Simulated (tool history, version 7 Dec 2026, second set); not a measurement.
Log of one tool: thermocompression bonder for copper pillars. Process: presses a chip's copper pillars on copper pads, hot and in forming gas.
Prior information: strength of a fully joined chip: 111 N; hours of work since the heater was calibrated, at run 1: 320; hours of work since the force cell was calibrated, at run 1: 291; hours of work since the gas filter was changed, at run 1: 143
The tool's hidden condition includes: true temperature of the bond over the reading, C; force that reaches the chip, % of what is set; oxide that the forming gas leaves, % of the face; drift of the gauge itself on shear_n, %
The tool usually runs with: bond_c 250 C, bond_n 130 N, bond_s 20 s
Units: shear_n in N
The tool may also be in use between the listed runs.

run,day,bond_c,bond_n,bond_s,hours of work since the heater was calibrated,hours of work since the force cell was calibrated,hours of work since the gas filter was changed,shear_n
1,0,250,130,20,320,291,143,76.7
2,1.204,250,130,20,332,302,155,76.1
3,1.812,250,130,20,338,308,161,76.7
4,2.929,250,130,20,349,319,172,76.1
5,3.867,250,130,20,358,328,181,76.3
6,4.592,250,142,12,365,335,188,70.2
# day 4.733: force cell calibrated
7,5.692,235,130,36,375,9,199,74.3
8,6.621,224,130,20,384,18,208,53.8
9,7.458,250,134,14,392,27,216,70.7
10,8.429,244,152,46,402,36,225,91.7

Some steps in shear_n between neighbouring runs. How much of each would the tool show without its hidden state too (settings, what came in, random variation), and how much is left for the hidden state, with any gauge scatter that isn't in both results?
Run 9 -> 10: bond_c 250 -> 244, bond_n 134 -> 152, bond_s 14 -> 46. shear_n +21 N: hidden state -2.4, all else +23.4.

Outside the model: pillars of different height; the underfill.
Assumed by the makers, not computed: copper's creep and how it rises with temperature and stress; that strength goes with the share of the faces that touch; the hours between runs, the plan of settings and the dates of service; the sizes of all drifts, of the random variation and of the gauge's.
